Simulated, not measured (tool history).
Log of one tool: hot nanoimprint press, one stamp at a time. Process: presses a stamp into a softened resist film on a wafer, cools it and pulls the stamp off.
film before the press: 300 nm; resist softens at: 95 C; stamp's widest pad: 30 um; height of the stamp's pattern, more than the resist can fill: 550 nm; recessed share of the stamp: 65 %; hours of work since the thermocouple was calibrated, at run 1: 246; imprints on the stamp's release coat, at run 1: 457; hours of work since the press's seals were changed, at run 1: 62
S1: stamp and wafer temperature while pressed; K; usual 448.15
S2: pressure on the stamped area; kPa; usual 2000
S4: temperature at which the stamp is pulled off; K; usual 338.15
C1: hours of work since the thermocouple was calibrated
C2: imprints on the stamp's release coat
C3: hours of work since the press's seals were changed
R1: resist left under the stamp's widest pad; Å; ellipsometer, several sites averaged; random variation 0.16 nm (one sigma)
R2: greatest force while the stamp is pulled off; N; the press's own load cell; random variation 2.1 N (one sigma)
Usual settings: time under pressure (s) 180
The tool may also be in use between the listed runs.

run 1 day=0 | S1=448.15 S2=2000 time_under_pressure_(s)=180 S4=338.15 | C1=246 C2=457 C3=62 | R1=1664 R2=103
run 2 day=0.325 | S1=448.15 S2=2000 time_under_pressure_(s)=122 S4=338.15 | C1=251 C2=486 C3=67 | R1=1866 R2=100
run 3 day=0.754 | S1=448.15 S2=2000 time_under_pressure_(s)=122 S4=338.15 | C1=257 C2=526 C3=73 | R1=1867 R2=105
run 4 day=1 | S1=458.15 S2=2000 time_under_pressure_(s)=122 S4=338.15 | C1=260 C2=548 C3=76 | R1=1373 R2=107
run 5 day=1.292 | S1=458.15 S2=2000 time_under_pressure_(s)=122 S4=338.15 | C1=265 C2=575 C3=81 | R1=1371 R2=104
run 6 day=1.546 | S1=458.15 S2=2000 time_under_pressure_(s)=122 S4=338.15 | C1=268 C2=598 C3=84 | R1=1373 R2=105
run 7 day=1.754 | S1=448.15 S2=2000 time_under_pressure_(s)=180 S4=338.15 | C1=271 C2=617 C3=87 | R1=1658 R2=105
run 8 day=2.167 | S1=448.15 S2=2000 time_under_pressure_(s)=180 S4=336.15 | C1=277 C2=655 C3=93 | R1=1660 R2=111
run 9 day=2.533 | S1=448.15 S2=2000 time_under_pressure_(s)=180 S4=336.15 | C1=282 C2=688 C3=98 | R1=1660 R2=104
run 10 day=2.758 | S1=448.15 S2=2000 time_under_pressure_(s)=180 S4=336.15 | C1=285 C2=709 C3=101 | R1=1658 R2=110
run 11 day=3.029 | S1=449.15 S2=2210 time_under_pressure_(s)=180 S4=325.15 | C1=289 C2=734 C3=105 | R1=1530 R2=117
run 12 day=3.454 | S1=455.15 S2=2000 time_under_pressure_(s)=180 S4=338.15 | C1=295 C2=772 C3=111 | R1=1314 R2=111
run 13 day=3.654 | S1=455.15 S2=2000 time_under_pressure_(s)=180 S4=338.15 | C1=298 C2=791 C3=114 | R1=1315 R2=106
-- day=4.079 plate thermocouple calibrated
run 14 day=4.125 | S1=458.15 S2=2000 time_under_pressure_(s)=148 S4=328.15 | C1=1 C2=822 C3=119 | R1=1302 R2=119
run 15 day=4.5 | S1=448.15 S2=1210 time_under_pressure_(s)=159 S4=338.15 | C1=6 C2=857 C3=124 | R1=2115 R2=111
run 16 day=4.708 | S1=452.15 S2=2280 time_under_pressure_(s)=231 S4=330.15 | C1=9 C2=876 C3=127 | R1=1268 R2=121
run 17 day=5.133 | S1=452.15 S2=2280 time_under_pressure_(s)=231 S4=330.15 | C1=15 C2=914 C3=133 | R1=1268 R2=119

Hidden state at the last listed run before each entry between runs and at the first one after, where it differs:
Between runs 13 and 14: plate thermocouple calibrated (day 4.079)
  true temperature over the reading, C: 0.68 -> 0.13; pressure that arrives at the usual setting, %: 99.43 -> 99.41; grip of the stamp's worn release coat, % over a new coat's: 16.5 -> 17.1
  measured less the result without the state, R1: -27 -> -2 Å; R2: +15 -> +17 N
